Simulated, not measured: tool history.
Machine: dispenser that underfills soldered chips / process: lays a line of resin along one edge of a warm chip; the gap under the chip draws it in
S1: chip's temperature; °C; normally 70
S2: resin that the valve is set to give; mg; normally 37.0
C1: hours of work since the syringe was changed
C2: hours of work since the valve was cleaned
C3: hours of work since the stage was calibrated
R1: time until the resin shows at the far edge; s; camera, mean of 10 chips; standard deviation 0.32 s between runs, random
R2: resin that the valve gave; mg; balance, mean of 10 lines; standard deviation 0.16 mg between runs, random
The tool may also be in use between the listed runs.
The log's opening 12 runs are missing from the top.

{"run": 13, "hour": 41.1, "S1": 70, "S2": 37.0, "C1": 5, "C2": 87, "C3": 45, "R1": 23.4, "R2": 33.97}
{"hour": 42.4, "done": "new syringe of resin"}
{"run": 14, "hour": 45.9, "S1": 70, "S2": 37.0, "C1": 3, "C2": 91, "C3": 48, "R1": 20.5, "R2": 33.67}
{"run": 15, "hour": 49.0, "S1": 62, "S2": 37.0, "C1": 5, "C2": 93, "C3": 51, "R1": 30.6, "R2": 33.87}
{"hour": 51.2, "done": "new syringe of resin"}
{"run": 16, "hour": 52.2, "S1": 62, "S2": 37.0, "C1": 1, "C2": 95, "C3": 53, "R1": 25.0, "R2": 33.51}
{"run": 17, "hour": 55.5, "S1": 62, "S2": 37.0, "C1": 3, "C2": 98, "C3": 55, "R1": 28.2, "R2": 33.44}
{"run": 18, "hour": 57.8, "S1": 73, "S2": 37.0, "C1": 5, "C2": 99, "C3": 57, "R1": 20.2, "R2": 33.66}
{"hour": 59.9, "done": "new syringe of resin"}
{"run": 19, "hour": 60.2, "S1": 73, "S2": 37.0, "C1": 0, "C2": 101, "C3": 59, "R1": 16.6, "R2": 33.53}
{"run": 20, "hour": 65.1, "S1": 63, "S2": 47.2, "C1": 4, "C2": 104, "C3": 62, "R1": 27.4, "R2": 42.47}
{"hour": 68.7, "done": "new syringe of resin"}
{"run": 21, "hour": 70.0, "S1": 78, "S2": 36.8, "C1": 1, "C2": 108, "C3": 66, "R1": 15.0, "R2": 33.09}
{"run": 22, "hour": 74.5, "S1": 60, "S2": 42.0, "C1": 4, "C2": 111, "C3": 69, "R1": 31.7, "R2": 37.62}
{"hour": 77.5, "done": "new syringe of resin"}
{"run": 23, "hour": 79.5, "S1": 60, "S2": 42.0, "C1": 1, "C2": 115, "C3": 72, "R1": 28.3, "R2": 37.43}
{"hour": 81.4, "done": "dispensing valve cleaned and set on the balance"}
{"run": 24, "hour": 84.0, "S1": 63, "S2": 37.6, "C1": 4, "C2": 2, "C3": 75, "R1": 28.7, "R2": 37.14}
{"hour": 87.3, "done": "new syringe of resin"}
{"run": 25, "hour": 89.3, "S1": 81, "S2": 37.6, "C1": 2, "C2": 6, "C3": 79, "R1": 14.2, "R2": 37.3}
{"run": 26, "hour": 94.1, "S1": 72, "S2": 40.4, "C1": 5, "C2": 9, "C3": 82, "R1": 21.2, "R2": 40.32}
{"hour": 96.1, "done": "new syringe of resin"}
{"run": 27, "hour": 99.3, "S1": 60, "S2": 40.1, "C1": 2, "C2": 13, "C3": 86, "R1": 28.5, "R2": 39.91}
{"run": 28, "hour": 101.6, "S1": 60, "S2": 40.1, "C1": 4, "C2": 15, "C3": 88, "R1": 30.2, "R2": 39.87}
{"run": 29, "hour": 103.8, "S1": 60, "S2": 40.1, "C1": 6, "C2": 16, "C3": 89, "R1": 32.3, "R2": 39.41}
{"hour": 105.0, "done": "new syringe of resin"}
{"run": 30, "hour": 106.7, "S1": 60, "S2": 40.1, "C1": 1, "C2": 18, "C3": 91, "R1": 27.5, "R2": 39.46}
{"run": 31, "hour": 110.2, "S1": 66, "S2": 34.5, "C1": 4, "C2": 21, "C3": 94, "R1": 25.3, "R2": 33.94}
{"hour": 113.9, "done": "new syringe of resin"}
{"run": 32, "hour": 114.0, "S1": 66, "S2": 32.1, "C1": 0, "C2": 23, "C3": 96, "R1": 21.8, "R2": 31.35}
{"run": 33, "hour": 116.5, "S1": 60, "S2": 38.9, "C1": 2, "C2": 25, "C3": 98, "R1": 27.8, "R2": 38.19}
{"run": 34, "hour": 119.8, "S1": 60, "S2": 33.9, "C1": 4, "C2": 28, "C3": 101, "R1": 31.9, "R2": 32.92}
{"hour": 122.9, "done": "new syringe of resin"}
{"run": 35, "hour": 123.2, "S1": 65, "S2": 40.4, "C1": 0, "C2": 30, "C3": 103, "R1": 21.9, "R2": 39.08}
{"run": 36, "hour": 125.7, "S1": 59, "S2": 40.4, "C1": 2, "C2": 32, "C3": 105, "R1": 29.9, "R2": 39.16}

3 ways to go on from here, each from the tool as it stands after run 36. What would each give?
{"run": "A", "hour": 129.6, "S1": 57, "S2": 31.4, "C1": 5, "C2": 35, "C3": 108, "R1": "?", "R2": "?"}
{"run": "B", "hour": 129.6, "S1": 77, "S2": 34.3, "C1": 5, "C2": 35, "C3": 108, "R1": "?", "R2": "?"}
{"run": "C", "hour": 129.6, "S1": 83, "S2": 40.4, "C1": 5, "C2": 35, "C3": 108, "R1": "?", "R2": "?"}

run=A R1=37.0 R2=30.70
run=B R1=17.9 R2=33.41
run=C R1=14.5 R2=38.96
Without the tool's hidden state the same runs would have given:
run=A R1=30.9 R2=31.68
run=B R1=15.0 R2=34.48
run=C R1=12.1 R2=40.21
